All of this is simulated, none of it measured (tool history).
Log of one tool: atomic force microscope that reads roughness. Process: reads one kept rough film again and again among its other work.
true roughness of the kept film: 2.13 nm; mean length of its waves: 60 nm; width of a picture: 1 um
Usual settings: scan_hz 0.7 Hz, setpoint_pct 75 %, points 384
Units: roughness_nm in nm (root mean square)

| run | day | scan_hz | setpoint_pct | points | roughness_nm |
|---|---|---|---|---|---|
| 1 | 0 | 0.7 | 75 | 384 | 1.993 |
| 2 | 1.221 | 0.7 | 75 | 384 | 1.978 |
| 3 | 2.942 | 0.7 | 75 | 384 | 1.96 |
| 4 | 4.15 | 0.7 | 75 | 384 | 1.958 |
| 5 | 5.525 | 0.7 | 75 | 384 | 1.943 |
|  | 6.675 | new tip fitted |
| 6 | 7.596 | 3.092 | 75 | 384 | 1.661 |
| 7 | 8.883 | 0.7 | 75 | 384 | 1.974 |
|  | 9.075 | height scale calibrated on a step standard |
| 8 | 11.229 | 0.7 | 75 | 384 | 1.962 |
| 9 | 13.342 | 0.7 | 75 | 384 | 1.94 |
|  | 13.671 | new tip fitted |
| 10 | 14.554 | 0.7 | 75 | 384 | 2 |
| 11 | 17.067 | 0.7 | 75 | 384 | 1.97 |
| 12 | 19.038 | 0.866 | 75 | 384 | 1.935 |
|  | 20.217 | height scale calibrated on a step standard, once more |
|  | 20.642 | new tip fitted |
| 13 | 21.454 | 0.866 | 75 | 384 | 1.921 |
| 14 | 23.896 | 2.519 | 56 | 889 | 1.914 |
| 15 | 25.321 | 1.873 | 81 | 633 | 1.671 |
| 16 | 26.417 | 1.873 | 81 | 633 | 1.66 |
|  | 27.583 | new tip fitted |
| 17 | 27.812 | 1.873 | 81 | 633 | 1.707 |
| 18 | 29.038 | 1.771 | 57 | 384 | 1.97 |
| 19 | 30.138 | 0.617 | 75 | 384 | 1.951 |
| 20 | 31.525 | 0.582 | 65 | 782 | 1.988 |
| 21 | 33.558 | 0.7 | 88 | 414 | 1.817 |
|  | 34.546 | new tip fitted |
| 22 | 34.796 | 0.7 | 75 | 259 | 1.956 |
| 23 | 37.342 | 1.302 | 85 | 319 | 1.729 |
| 24 | 39.304 | 3.763 | 55 | 657 | 1.866 |
| 25 | 40.546 | 0.578 | 58 | 331 | 1.987 |

3 ways to go on from here, each from the tool as it stands after run 25. What would each give?
|  | 41.538 | new tip fitted |
| A | 42.85 | 1.441 | 66 | 916 | ? |
|  | 41.538 | new tip fitted |
| B | 42.85 | 0.578 | 74 | 318 | ? |
|  | 41.538 | new tip fitted |
| C | 42.85 | 0.593 | 61 | 686 | ? |

| run | roughness_nm |
|---|---|
| A | 1.932 |
| B | 1.977 |
| C | 2.036 |
Without the tool's hidden state the same runs would have given:
| run | roughness_nm |
|---|---|
| A | 1.934 |
| B | 1.979 |
| C | 2.039 |
